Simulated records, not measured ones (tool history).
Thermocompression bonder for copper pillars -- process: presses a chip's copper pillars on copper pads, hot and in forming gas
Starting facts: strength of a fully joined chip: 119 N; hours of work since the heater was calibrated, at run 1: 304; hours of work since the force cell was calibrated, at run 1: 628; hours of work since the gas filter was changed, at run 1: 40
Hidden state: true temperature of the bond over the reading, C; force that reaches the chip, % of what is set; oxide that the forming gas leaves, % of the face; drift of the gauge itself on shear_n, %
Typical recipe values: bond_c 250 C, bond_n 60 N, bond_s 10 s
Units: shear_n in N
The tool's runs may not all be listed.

run    hour  bond_c  bond_n  bond_s  hours of work since the heater was calibrated  hours of work since the force cell was calibrated  hours of work since the gas filter was changed  shear_n
  1     0.0     250      60      10                                            304                                                628                                              40     58.8
  2    33.0     274      60      10                                            319                                                643                                              55     75.9
  3    74.6     250      60      10                                            337                                                661                                              73     58.2
  4   114.5     250      60      10                                            355                                                678                                              91     57.1
  5   136.4     254      60      10                                            364                                                688                                             100     60.6
  6   157.1     254      60      10                                            373                                                697                                             109     60.1
  7   194.7     254      60      10                                            390                                                714                                             126     63.3
  8   216.5     250      36      10                                            399                                                723                                             135     35.9
  9   262.5     250      41      10                                            420                                                743                                             156     40.6
 10   287.8     250      41      10                                            431                                                755                                             167     40.3
 11   310.0     250      41       6                                            440                                                764                                             176     32.7
 12   348.6     250      41      25                                            457                                                781                                             193     57.5
 13   396.2     250      81      10                                            478                                                802                                             214     74.3
 14   447.1     250      81      10                                            501                                                825                                             237     76.6
      483.0  -- forming gas filter changed
 15   491.3     250      81      10                                            520                                                844                                               4     73.4
 16   529.4     250      81      10                                            537                                                860                                              20     74.1
 17   560.1     250      81      10                                            550                                                874                                              34     74.1
 18   597.4     250      77      10                                            566                                                890                                              50     71.8
 19   627.5     250      77      10                                            580                                                904                                              63     70.3
 20   673.4     250      77      10                                            600                                                924                                              84     72.5
 21   705.8     250      77      10                                            614                                                938                                              98     71.4
 22   747.3     232      56      14                                            632                                                956                                             116     48.6
 23   769.7     263      80      19                                            642                                                966                                             126     95.5
 24   805.7     263      80      19                                            658                                                982                                             142     96.4
 25   832.5     263      80      19                                            670                                                994                                             153     96.3
      857.2  -- force cell calibrated
 26   872.4     263      80      19                                            687                                                  7                                             170     95.7
 27   913.2     275      61      10                                            705                                                 25                                             188     77.1
 28   938.5     275      61       5                                            716                                                 36                                             199     62.9
 29   972.0     253      60      19                                            730                                                 50                                             214     74.0
 30  1007.7     253      60      19                                            746                                                 66                                             230     73.5
 31  1028.6     226      83      10                                            755                                                 75                                             239     56.2
     1060.4  -- forming gas filter changed
 32  1062.8     250      51       6                                            770                                                 90                                               1     40.8
 33  1110.2     245      51       6                                            791                                                111                                              22     38.6
 34  1158.6     247      51      13                                            812                                                132                                              43     53.3
 35  1206.8     247      51      13                                            833                                                153                                              64     54.5
 36  1250.1     265      48       6                                            852                                                172                                              83     47.4
 37  1298.5     265      48       6                                            874                                                194                                             105     48.4
 38  1319.6     265      48       6                                            883                                                203                                             114     46.7
 39  1361.2     265      48       6                                            901                                                221                                             132     46.8
 40  1399.8     265      48       6                                            918                                                238                                             149     46.0

Hidden condition of the tool, last listed run before each entry between runs versus first listed run after:
Run 14 -> run 15: forming gas filter changed (hour 483.0)
  oxide that the forming gas leaves, % of the face: 1.11 -> 0.51
Run 25 -> run 26: force cell calibrated (hour 857.2)
  force that reaches the chip, % of what is set: 100.5 -> 100; oxide that the forming gas leaves, % of the face: 0.91 -> 0.95
Run 31 -> run 32: forming gas filter changed (hour 1060.4)
  oxide that the forming gas leaves, % of the face: 1.12 -> 0.51
